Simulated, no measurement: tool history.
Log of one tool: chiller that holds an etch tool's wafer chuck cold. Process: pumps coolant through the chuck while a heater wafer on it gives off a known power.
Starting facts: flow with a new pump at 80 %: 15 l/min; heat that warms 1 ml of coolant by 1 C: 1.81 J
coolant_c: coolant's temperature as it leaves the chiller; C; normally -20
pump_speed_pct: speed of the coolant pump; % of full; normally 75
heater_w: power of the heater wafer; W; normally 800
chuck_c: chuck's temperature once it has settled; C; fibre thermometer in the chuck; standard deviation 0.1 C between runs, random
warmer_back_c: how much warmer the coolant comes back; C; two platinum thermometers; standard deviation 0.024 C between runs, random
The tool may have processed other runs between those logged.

Run 1, hour 0: usual settings. Result: chuck_c -11.6 C, warmer_back_c 2.2 C.
Run 2, hour 149.7: usual settings. Result: chuck_c -11.3 C, warmer_back_c 2.24 C.
Run 3, hour 224.2: usual settings but coolant_c -17 C. Result: chuck_c -8.4 C, warmer_back_c 2.18 C.
Run 4, hour 353.6: usual settings but coolant_c -17 C. Result: chuck_c -8.2 C, warmer_back_c 2.19 C.
Run 5, hour 446.6: usual settings but coolant_c -17 C. Result: chuck_c -8.3 C, warmer_back_c 2.19 C.
Run 6, hour 538.3: usual settings but coolant_c -17 C. Result: chuck_c -8.2 C, warmer_back_c 2.21 C.
Run 7, hour 712.7: usual settings but coolant_c -17 C. Result: chuck_c -8.2 C, warmer_back_c 2.2 C.
At hour 727.9: coolant changed, channels flushed.
Run 8, hour 878.8: usual settings but coolant_c -19 C. Result: chuck_c -11.8 C, warmer_back_c 2.22 C.
Run 9, hour 955.3: usual settings. Result: chuck_c -12.5 C, warmer_back_c 2.23 C.
At hour 1082.9: coolant pump overhauled.
Run 10, hour 1123.4: usual settings. Result: chuck_c -13.5 C, warmer_back_c 1.91 C.
Run 11, hour 1200.2: usual settings. Result: chuck_c -13.5 C, warmer_back_c 1.95 C.
Run 12, hour 1310.8: usual settings. Result: chuck_c -13.3 C, warmer_back_c 1.91 C.
Run 13, hour 1407: usual settings. Result: chuck_c -13.3 C, warmer_back_c 1.9 C.
Run 14, hour 1526: usual settings. Result: chuck_c -13.2 C, warmer_back_c 1.99 C.
Run 15, hour 1618.8: usual settings. Result: chuck_c -13.1 C, warmer_back_c 1.9 C.
Run 16, hour 1785.9: usual settings. Result: chuck_c -13.3 C, warmer_back_c 1.92 C.
Run 17, hour 1863.4: usual settings but coolant_c -24 C, heater_w 865 W. Result: chuck_c -16.6 C, warmer_back_c 2.11 C.
Run 18, hour 1946.8: usual settings but coolant_c -18 C, pump_speed_pct 86 % of full, heater_w 787 W. Result: chuck_c -11.7 C, warmer_back_c 1.61 C.
Run 19, hour 2031.1: usual settings but pump_speed_pct 96 % of full, heater_w 1009 W. Result: chuck_c -12.7 C, warmer_back_c 1.84 C.
Run 20, hour 2188.5: usual settings but pump_speed_pct 96 % of full, heater_w 767 W. Result: chuck_c -14.4 C, warmer_back_c 1.43 C.
At hour 2224.9: chiller's thermometer calibrated.
Run 21, hour 2283.3: usual settings but coolant_c -10 C, pump_speed_pct 90 % of full, heater_w 432 W. Result: chuck_c -6.8 C, warmer_back_c 0.91 C.
Run 22, hour 2446.3: usual settings. Result: chuck_c -13.2 C, warmer_back_c 1.98 C.
Run 23, hour 2583.5: usual settings. Result: chuck_c -13.1 C, warmer_back_c 1.96 C.
Run 24, hour 2661.2: usual settings. Result: chuck_c -13 C, warmer_back_c 1.97 C.
Run 25, hour 2812.9: usual settings. Result: chuck_c -13 C, warmer_back_c 1.93 C.
Run 26, hour 2904.9: usual settings. Result: chuck_c -12.8 C, warmer_back_c 2.01 C.
Run 27, hour 3038.2: usual settings. Result: chuck_c -12.8 C, warmer_back_c 2.04 C.
Run 28, hour 3189: usual settings but coolant_c -16 C, pump_speed_pct 73 % of full. Result: chuck_c -8.6 C, warmer_back_c 2.08 C.

Same runs, no hidden state in the tool, same run-to-run variation:
Hidden conditions of the tool in this case: heat passed by the chuck's channels, % of clean ones'; flow at a given pump speed, % of a new pump's; coolant's true temperature over the reading, C; drift of the gauge itself on chuck_c, C; drift of the gauge itself on warmer_back_c, C.
run  chuck_c  warmer_back_c
  1    -13.8           1.92
  2    -13.5           1.96
  3    -10.7            1.9
  4    -10.6            1.9
  5    -10.7           1.89
  6    -10.7           1.91
  7    -10.8           1.89
  8    -12.6            1.9
  9    -13.4           1.91
 10    -13.7            1.9
 11    -13.7           1.93
 12    -13.6           1.89
 13    -13.7           1.87
 14    -13.6           1.96
 15    -13.6           1.86
 16    -13.8           1.87
 17    -17.1           2.06
 18    -12.3           1.57
 19    -13.4           1.79
 20      -15           1.38
 21     -7.1           0.88
 22    -13.8           1.91
 23    -13.7           1.88
 24    -13.7           1.89
 25    -13.7           1.85
 26    -13.6           1.92
 27    -13.6           1.94
 28     -9.5           1.98
